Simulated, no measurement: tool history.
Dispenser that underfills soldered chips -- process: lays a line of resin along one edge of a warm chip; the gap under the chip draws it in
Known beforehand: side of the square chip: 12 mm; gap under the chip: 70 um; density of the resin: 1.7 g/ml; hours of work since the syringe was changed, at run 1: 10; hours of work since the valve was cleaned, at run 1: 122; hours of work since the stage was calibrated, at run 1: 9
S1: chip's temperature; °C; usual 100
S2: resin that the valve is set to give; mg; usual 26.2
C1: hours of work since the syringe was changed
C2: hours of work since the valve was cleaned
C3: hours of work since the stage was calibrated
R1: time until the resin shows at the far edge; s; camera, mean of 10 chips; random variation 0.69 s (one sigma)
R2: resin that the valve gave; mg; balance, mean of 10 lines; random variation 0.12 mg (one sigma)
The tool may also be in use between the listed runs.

Run 1, hour 0.0: usual settings; C1 10; C2 122; C3 9. Result: R1 160.2 s, R2 23.88 mg.
At hour 1.8: new syringe of resin.
At hour 3.3: dispensing valve cleaned and set on the balance.
Run 2, hour 4.6: usual settings but S2 25.6 mg; C1 1; C2 1; C3 11. Result: R1 72.0 s, R2 25.69 mg.
Run 3, hour 10.9: usual settings; C1 6; C2 6; C3 16. Result: R1 106.5 s, R2 26.03 mg.
Run 4, hour 16.5: usual settings; C1 10; C2 10; C3 20. Result: R1 159.1 s, R2 26.16 mg.
At hour 17.8: new syringe of resin.
Run 5, hour 21.3: usual settings; C1 3; C2 13; C3 23. Result: R1 79.6 s, R2 25.81 mg.
Run 6, hour 24.5: usual settings; C1 5; C2 16; C3 26. Result: R1 99.9 s, R2 26.02 mg.
Run 7, hour 29.5: usual settings but S2 32.4 mg; C1 9; C2 19; C3 30. Result: R1 136.2 s, R2 32.08 mg.
At hour 32.7: new syringe of resin.
Run 8, hour 33.4: usual settings; C1 1; C2 22; C3 32. Result: R1 65.6 s, R2 25.79 mg.
Run 9, hour 39.3: usual settings; C1 5; C2 27; C3 37. Result: R1 95.6 s, R2 25.69 mg.
Run 10, hour 45.3: usual settings; C1 9; C2 31; C3 41. Result: R1 145.3 s, R2 25.48 mg.
At hour 47.8: new syringe of resin.
Run 11, hour 51.3: usual settings; C1 3; C2 35; C3 46. Result: R1 81.0 s, R2 25.50 mg.
Run 12, hour 56.4: usual settings; C1 6; C2 39; C3 49. Result: R1 113.5 s, R2 25.41 mg.

Estimate the outcome of run 13 from the log above:
Run 13, hour 61.2: usual settings; C1 10; C2 43; C3 53. Result: R1 ?, R2 ?.

{"run 13": {"R1": 155.1, "R2": 25.47}}
If the tool had no hidden condition, the same run with the same run-to-run variation would have returned R1 61.8 s, R2 26.35 mg.
